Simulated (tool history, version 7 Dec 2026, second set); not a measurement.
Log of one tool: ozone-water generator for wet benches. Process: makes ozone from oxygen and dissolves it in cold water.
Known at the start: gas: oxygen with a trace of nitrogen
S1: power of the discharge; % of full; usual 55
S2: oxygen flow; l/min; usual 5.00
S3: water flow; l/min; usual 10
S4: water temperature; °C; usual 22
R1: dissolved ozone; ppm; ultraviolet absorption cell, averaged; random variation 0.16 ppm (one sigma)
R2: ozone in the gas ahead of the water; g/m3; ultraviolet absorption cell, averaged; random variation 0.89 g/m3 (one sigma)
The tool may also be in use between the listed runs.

{"run": 1, "hour": 0.0, "S1": 55, "S2": 5.0, "S3": 10, "S4": 22, "R1": 17.7, "R2": 142.7}
{"run": 2, "hour": 47.0, "S1": 55, "S2": 5.04, "S3": 10, "S4": 22, "R1": 17.4, "R2": 140.5}
{"run": 3, "hour": 88.9, "S1": 55, "S2": 5.52, "S3": 10, "S4": 22, "R1": 17.2, "R2": 134.2}
{"run": 4, "hour": 143.1, "S1": 55, "S2": 5.52, "S3": 10, "S4": 22, "R1": 17.4, "R2": 133.3}
{"run": 5, "hour": 203.0, "S1": 55, "S2": 5.52, "S3": 10, "S4": 22, "R1": 17.2, "R2": 132.2}
{"run": 6, "hour": 278.3, "S1": 55, "S2": 5.52, "S3": 10, "S4": 22, "R1": 17.4, "R2": 132.5}
{"run": 7, "hour": 342.9, "S1": 55, "S2": 5.52, "S3": 10, "S4": 22, "R1": 17.2, "R2": 133.0}
{"run": 8, "hour": 412.7, "S1": 55, "S2": 5.52, "S3": 10, "S4": 22, "R1": 17.0, "R2": 133.3}
{"run": 9, "hour": 473.3, "S1": 55, "S2": 5.0, "S3": 10, "S4": 22, "R1": 17.5, "R2": 139.1}
{"hour": 530.2, "done": "contactor cleaned"}
{"run": 10, "hour": 559.9, "S1": 55, "S2": 5.0, "S3": 10, "S4": 22, "R1": 16.3, "R2": 139.6}
{"run": 11, "hour": 615.4, "S1": 55, "S2": 5.0, "S3": 10, "S4": 22, "R1": 16.4, "R2": 139.4}
{"run": 12, "hour": 685.4, "S1": 55, "S2": 5.0, "S3": 10, "S4": 28, "R1": 14.3, "R2": 139.6}
{"hour": 728.7, "done": "contactor cleaned, once more"}
{"run": 13, "hour": 763.1, "S1": 55, "S2": 5.0, "S3": 7, "S4": 22, "R1": 22.4, "R2": 138.8}
{"run": 14, "hour": 839.6, "S1": 55, "S2": 5.0, "S3": 7, "S4": 22, "R1": 22.3, "R2": 139.0}
{"run": 15, "hour": 915.9, "S1": 55, "S2": 5.0, "S3": 9, "S4": 22, "R1": 20.2, "R2": 138.4}
{"run": 16, "hour": 956.0, "S1": 55, "S2": 5.0, "S3": 10, "S4": 22, "R1": 19.2, "R2": 138.5}
{"run": 17, "hour": 1021.0, "S1": 55, "S2": 5.0, "S3": 10, "S4": 22, "R1": 19.0, "R2": 138.7}
{"run": 18, "hour": 1079.9, "S1": 87, "S2": 5.0, "S3": 7, "S4": 22, "R1": 32.1, "R2": 201.8}
{"run": 19, "hour": 1117.0, "S1": 74, "S2": 4.12, "S3": 7, "S4": 27, "R1": 26.6, "R2": 194.4}
{"run": 20, "hour": 1181.7, "S1": 61, "S2": 2.91, "S3": 9, "S4": 22, "R1": 23.1, "R2": 200.9}
{"run": 21, "hour": 1238.8, "S1": 48, "S2": 2.91, "S3": 9, "S4": 17, "R1": 20.8, "R2": 165.1}
{"run": 22, "hour": 1319.2, "S1": 55, "S2": 5.0, "S3": 10, "S4": 23, "R1": 18.5, "R2": 139.5}
{"run": 23, "hour": 1371.6, "S1": 40, "S2": 5.0, "S3": 10, "S4": 15, "R1": 16.8, "R2": 106.8}
{"run": 24, "hour": 1412.0, "S1": 40, "S2": 5.0, "S3": 10, "S4": 15, "R1": 16.6, "R2": 106.9}
{"run": 25, "hour": 1461.2, "S1": 55, "S2": 5.0, "S3": 14, "S4": 22, "R1": 15.7, "R2": 138.9}
{"run": 26, "hour": 1510.3, "S1": 56, "S2": 4.56, "S3": 10, "S4": 22, "R1": 19.0, "R2": 148.0}
{"run": 27, "hour": 1579.4, "S1": 55, "S2": 5.0, "S3": 10, "S4": 15, "R1": 21.3, "R2": 138.2}
{"run": 28, "hour": 1654.1, "S1": 55, "S2": 5.0, "S3": 10, "S4": 15, "R1": 21.3, "R2": 137.6}
{"run": 29, "hour": 1732.9, "S1": 87, "S2": 5.54, "S3": 10, "S4": 22, "R1": 26.4, "R2": 185.8}
{"run": 30, "hour": 1808.0, "S1": 45, "S2": 3.37, "S3": 12, "S4": 17, "R1": 15.9, "R2": 142.9}
{"run": 31, "hour": 1852.3, "S1": 69, "S2": 6.87, "S3": 9, "S4": 14, "R1": 26.0, "R2": 138.2}
{"run": 32, "hour": 1888.0, "S1": 55, "S2": 6.94, "S3": 10, "S4": 30, "R1": 14.2, "R2": 113.9}

5 ways to go on from here, each from the tool as it stands after run 32. What would each give?
{"run": "A", "hour": 1944.2, "S1": 91, "S2": 5.04, "S3": 10, "S4": 15, "R1": "?", "R2": "?"}
{"run": "B", "hour": 1944.2, "S1": 55, "S2": 5.41, "S3": 10, "S4": 30, "R1": "?", "R2": "?"}
{"run": "C", "hour": 1944.2, "S1": 55, "S2": 4.22, "S3": 6, "S4": 22, "R1": "?", "R2": "?"}
{"run": "D", "hour": 1944.2, "S1": 66, "S2": 8.0, "S3": 10, "S4": 16, "R1": "?", "R2": "?"}
{"run": "E", "hour": 1944.2, "S1": 55, "S2": 6.52, "S3": 10, "S4": 30, "R1": "?", "R2": "?"}

run=A R1=31.2 R2=201.4
run=B R1=15.3 R2=132.2
run=C R1=24.1 R2=148.0
run=D R1=22.0 R2=124.1
run=E R1=14.5 R2=119.6
Without the tool's hidden state the same runs would have given:
run=A R1=35.7 R2=224.3
run=B R1=16.9 R2=141.8
run=C R1=26.4 R2=158.9
run=D R1=24.6 R2=135.0
run=E R1=16.0 R2=128.3
